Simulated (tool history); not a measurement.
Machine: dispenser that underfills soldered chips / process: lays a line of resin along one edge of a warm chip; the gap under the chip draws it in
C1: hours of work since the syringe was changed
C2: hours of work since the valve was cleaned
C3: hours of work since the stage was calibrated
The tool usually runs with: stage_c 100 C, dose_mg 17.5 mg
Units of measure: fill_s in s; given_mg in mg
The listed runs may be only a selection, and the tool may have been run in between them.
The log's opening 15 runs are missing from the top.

At hour 204.0: new syringe of resin.
Run 16, hour 209.3: usual settings but dose_mg 16.1 mg; C1 4; C2 16; C3 163. Result: fill_s 204.6 s, given_mg 15.87 mg.
At hour 213.1: new syringe of resin.
Run 17, hour 220.7: usual settings but stage_c 111 C; C1 5; C2 24; C3 171. Result: fill_s 145.5 s, given_mg 17.08 mg.
At hour 223.1: new syringe of resin.
Run 18, hour 230.3: usual settings but stage_c 111 C; C1 5; C2 31; C3 178. Result: fill_s 143.7 s, given_mg 16.94 mg.
At hour 233.0: new syringe of resin.
At hour 242.2: new syringe of resin.
Run 19, hour 248.0: usual settings but stage_c 96 C, dose_mg 17.6 mg; C1 4; C2 43; C3 190. Result: fill_s 227.3 s, given_mg 16.88 mg.
At hour 251.4: new syringe of resin.
Run 20, hour 256.2: usual settings but stage_c 96 C, dose_mg 17.6 mg; C1 3; C2 49; C3 196. Result: fill_s 221.7 s, given_mg 16.75 mg.
At hour 261.2: new syringe of resin.
Run 21, hour 266.5: usual settings but stage_c 102 C, dose_mg 15.0 mg; C1 4; C2 56; C3 203. Result: fill_s 184.9 s, given_mg 14.20 mg.
At hour 270.7: new syringe of resin.
At hour 280.0: new syringe of resin.
Run 22, hour 282.1: usual settings but stage_c 102 C, dose_mg 15.0 mg; C1 2; C2 66; C3 213. Result: fill_s 166.5 s, given_mg 14.04 mg.
At hour 289.3: new syringe of resin.
Run 23, hour 292.8: usual settings but stage_c 102 C, dose_mg 15.0 mg; C1 2; C2 74; C3 221. Result: fill_s 180.6 s, given_mg 13.97 mg.
At hour 299.1: new syringe of resin.
Run 24, hour 302.9: usual settings but stage_c 102 C, dose_mg 15.0 mg; C1 3; C2 81; C3 228. Result: fill_s 183.0 s, given_mg 13.74 mg.
At hour 308.6: new syringe of resin.
At hour 312.1: dispensing valve cleaned and set on the balance.
Run 25, hour 315.9: usual settings but stage_c 102 C, dose_mg 15.0 mg; C1 4; C2 3; C3 236. Result: fill_s 198.4 s, given_mg 14.94 mg.
At hour 319.2: new syringe of resin.
Run 26, hour 326.9: usual settings but stage_c 102 C, dose_mg 15.0 mg; C1 5; C2 10; C3 244. Result: fill_s 208.6 s, given_mg 14.79 mg.
At hour 328.4: new syringe of resin.
At hour 337.9: new syringe of resin.
Run 27, hour 339.2: usual settings but stage_c 103 C, dose_mg 20.5 mg; C1 1; C2 19; C3 252. Result: fill_s 141.7 s, given_mg 20.16 mg.
At hour 347.1: new syringe of resin.
Run 28, hour 353.7: usual settings but stage_c 88 C, dose_mg 19.4 mg; C1 5; C2 29; C3 262. Result: fill_s 311.9 s, given_mg 19.00 mg.
At hour 357.1: new syringe of resin.
At hour 366.2: new syringe of resin.
Run 29, hour 370.2: usual settings but stage_c 108 C; C1 3; C2 40; C3 273. Result: fill_s 137.8 s, given_mg 16.81 mg.
At hour 375.3: new syringe of resin.
At hour 385.6: new syringe of resin.
Run 30, hour 387.5: usual settings but stage_c 96 C, dose_mg 22.0 mg; C1 1; C2 52; C3 285. Result: fill_s 194.3 s, given_mg 20.98 mg.
At hour 396.0: new syringe of resin.
Run 31, hour 401.4: usual settings but stage_c 96 C, dose_mg 22.0 mg; C1 4; C2 62; C3 295. Result: fill_s 217.3 s, given_mg 20.62 mg.
At hour 405.9: new syringe of resin.
Run 32, hour 409.8: usual settings but stage_c 106 C; C1 3; C2 67; C3 301. Result: fill_s 153.2 s, given_mg 16.39 mg.
At hour 416.1: new syringe of resin.
Run 33, hour 418.5: usual settings but stage_c 101 C, dose_mg 22.3 mg; C1 2; C2 73; C3 307. Result: fill_s 159.9 s, given_mg 20.73 mg.

3 options for the next run, each taken on its own from the tool as it stands now. Forecast them:
At hour 425.4: new syringe of resin.
Run A, hour 429.6: usual settings but stage_c 101 C, dose_mg 20.6 mg; C1 3; C2 81; C3 314. Result: fill_s ?, given_mg ?.
At hour 425.4: new syringe of resin.
Run B, hour 429.6: usual settings but dose_mg 22.0 mg; C1 3; C2 81; C3 314. Result: fill_s ?, given_mg ?.
At hour 425.4: new syringe of resin.
Run C, hour 429.6: usual settings but stage_c 103 C, dose_mg 19.5 mg; C1 3; C2 81; C3 314. Result: fill_s ?, given_mg ?.

run  fill_s  given_mg
  A   174.2     18.94
  B   180.0     20.22
  C   162.0     18.10
What these runs would have given with no unlogged condition in the tool:
run  fill_s  given_mg
  A   156.9     20.54
  B   162.6     21.93
  C   145.5     19.63
